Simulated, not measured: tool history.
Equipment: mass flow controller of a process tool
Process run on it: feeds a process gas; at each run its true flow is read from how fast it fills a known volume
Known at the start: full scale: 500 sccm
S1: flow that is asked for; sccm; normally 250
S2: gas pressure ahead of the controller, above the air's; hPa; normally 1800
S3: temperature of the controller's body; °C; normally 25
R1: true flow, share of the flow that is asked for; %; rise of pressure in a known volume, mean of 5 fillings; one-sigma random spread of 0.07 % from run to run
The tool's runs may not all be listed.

{"run": 1, "hour": 0.0, "S1": 250, "S2": 1800, "S3": 25, "R1": 99.45}
{"run": 2, "hour": 128.5, "S1": 250, "S2": 1800, "S3": 25, "R1": 99.39}
{"run": 3, "hour": 222.9, "S1": 250, "S2": 1800, "S3": 25, "R1": 99.53}
{"run": 4, "hour": 389.8, "S1": 250, "S2": 1800, "S3": 25, "R1": 99.47}
{"run": 5, "hour": 472.8, "S1": 250, "S2": 1800, "S3": 25, "R1": 99.34}
{"run": 6, "hour": 593.3, "S1": 370, "S2": 1800, "S3": 25, "R1": 99.77}
{"run": 7, "hour": 673.8, "S1": 370, "S2": 1800, "S3": 25, "R1": 99.67}
{"run": 8, "hour": 806.2, "S1": 370, "S2": 1800, "S3": 25, "R1": 99.62}
{"run": 9, "hour": 947.7, "S1": 250, "S2": 1800, "S3": 25, "R1": 99.48}
{"run": 10, "hour": 1097.3, "S1": 224, "S2": 1800, "S3": 25, "R1": 99.34}
{"run": 11, "hour": 1216.6, "S1": 224, "S2": 1800, "S3": 25, "R1": 99.45}
{"run": 12, "hour": 1382.5, "S1": 224, "S2": 1800, "S3": 25, "R1": 99.34}
{"run": 13, "hour": 1526.1, "S1": 224, "S2": 1800, "S3": 25, "R1": 99.34}
{"run": 14, "hour": 1603.6, "S1": 250, "S2": 1800, "S3": 25, "R1": 99.41}
{"run": 15, "hour": 1695.1, "S1": 59, "S2": 1800, "S3": 25, "R1": 100.38}
{"run": 16, "hour": 1781.1, "S1": 59, "S2": 1800, "S3": 25, "R1": 100.41}
{"run": 17, "hour": 1870.2, "S1": 250, "S2": 1800, "S3": 25, "R1": 99.39}
{"run": 18, "hour": 2055.1, "S1": 250, "S2": 1800, "S3": 25, "R1": 99.38}
{"run": 19, "hour": 2225.8, "S1": 250, "S2": 1800, "S3": 25, "R1": 99.29}
{"run": 20, "hour": 2309.3, "S1": 250, "S2": 1800, "S3": 38, "R1": 100.94}
{"run": 21, "hour": 2454.9, "S1": 98, "S2": 1800, "S3": 38, "R1": 101.48}
{"run": 22, "hour": 2631.5, "S1": 98, "S2": 1800, "S3": 38, "R1": 101.42}
{"run": 23, "hour": 2790.5, "S1": 98, "S2": 1440, "S3": 38, "R1": 101.83}
{"run": 24, "hour": 2915.8, "S1": 250, "S2": 1800, "S3": 25, "R1": 99.51}
{"run": 25, "hour": 2998.7, "S1": 250, "S2": 1800, "S3": 25, "R1": 99.45}
{"run": 26, "hour": 3129.3, "S1": 207, "S2": 2030, "S3": 37, "R1": 100.79}
{"run": 27, "hour": 3303.2, "S1": 207, "S2": 2030, "S3": 37, "R1": 100.68}
{"run": 28, "hour": 3442.8, "S1": 207, "S2": 2030, "S3": 37, "R1": 100.74}
{"run": 29, "hour": 3589.0, "S1": 158, "S2": 1800, "S3": 25, "R1": 99.74}
{"run": 30, "hour": 3719.3, "S1": 158, "S2": 1800, "S3": 25, "R1": 99.6}
{"run": 31, "hour": 3804.7, "S1": 120, "S2": 1800, "S3": 33, "R1": 100.98}
{"run": 32, "hour": 3926.3, "S1": 120, "S2": 1800, "S3": 33, "R1": 101.0}
{"run": 33, "hour": 4079.5, "S1": 172, "S2": 1510, "S3": 29, "R1": 100.35}
{"run": 34, "hour": 4174.8, "S1": 342, "S2": 2250, "S3": 20, "R1": 98.72}
{"run": 35, "hour": 4252.4, "S1": 55, "S2": 2250, "S3": 30, "R1": 102.74}
{"run": 36, "hour": 4328.1, "S1": 55, "S2": 2250, "S3": 30, "R1": 102.69}
{"run": 37, "hour": 4481.4, "S1": 250, "S2": 2120, "S3": 31, "R1": 99.92}
{"run": 38, "hour": 4630.8, "S1": 250, "S2": 2120, "S3": 31, "R1": 99.93}
{"run": 39, "hour": 4804.4, "S1": 252, "S2": 1900, "S3": 39, "R1": 101.05}
{"run": 40, "hour": 4968.2, "S1": 250, "S2": 2670, "S3": 32, "R1": 99.73}
{"run": 41, "hour": 5111.6, "S1": 125, "S2": 1800, "S3": 26, "R1": 100.33}
{"run": 42, "hour": 5273.4, "S1": 250, "S2": 2420, "S3": 22, "R1": 98.81}
{"run": 43, "hour": 5430.1, "S1": 250, "S2": 2420, "S3": 22, "R1": 98.74}
{"run": 44, "hour": 5525.8, "S1": 250, "S2": 2420, "S3": 22, "R1": 98.77}
{"run": 45, "hour": 5655.0, "S1": 250, "S2": 2420, "S3": 22, "R1": 98.85}
{"run": 46, "hour": 5809.5, "S1": 250, "S2": 1910, "S3": 28, "R1": 99.74}
{"run": 47, "hour": 5952.3, "S1": 56, "S2": 1960, "S3": 32, "R1": 104.21}
{"run": 48, "hour": 6116.1, "S1": 192, "S2": 1800, "S3": 25, "R1": 99.61}

What would each run have given without the hidden state, its run-to-run variation left as it was?
Hidden conditions of the tool in this case: flow at rest that the sensor doesn't see, % of full scale; true flow over the shown one, %; drift of the gauge itself on true_pct, %.
run=1 R1=99.30
run=2 R1=99.24
run=3 R1=99.38
run=4 R1=99.32
run=5 R1=99.19
run=6 R1=99.70
run=7 R1=99.60
run=8 R1=99.56
run=9 R1=99.31
run=10 R1=99.13
run=11 R1=99.24
run=12 R1=99.12
run=13 R1=99.11
run=14 R1=99.23
run=15 R1=98.61
run=16 R1=98.59
run=17 R1=99.21
run=18 R1=99.20
run=19 R1=99.11
run=20 R1=100.75
run=21 R1=100.28
run=22 R1=100.16
run=23 R1=100.52
run=24 R1=99.32
run=25 R1=99.24
run=26 R1=100.42
run=27 R1=100.30
run=28 R1=100.35
run=29 R1=99.02
run=30 R1=98.86
run=31 R1=99.77
run=32 R1=99.76
run=33 R1=99.69
run=34 R1=98.77
run=35 R1=98.94
run=36 R1=98.83
run=37 R1=99.70
run=38 R1=99.71
run=39 R1=100.84
run=40 R1=99.51
run=41 R1=98.91
run=42 R1=98.58
run=43 R1=98.51
run=44 R1=98.54
run=45 R1=98.63
run=46 R1=99.51
run=47 R1=99.28
run=48 R1=98.96
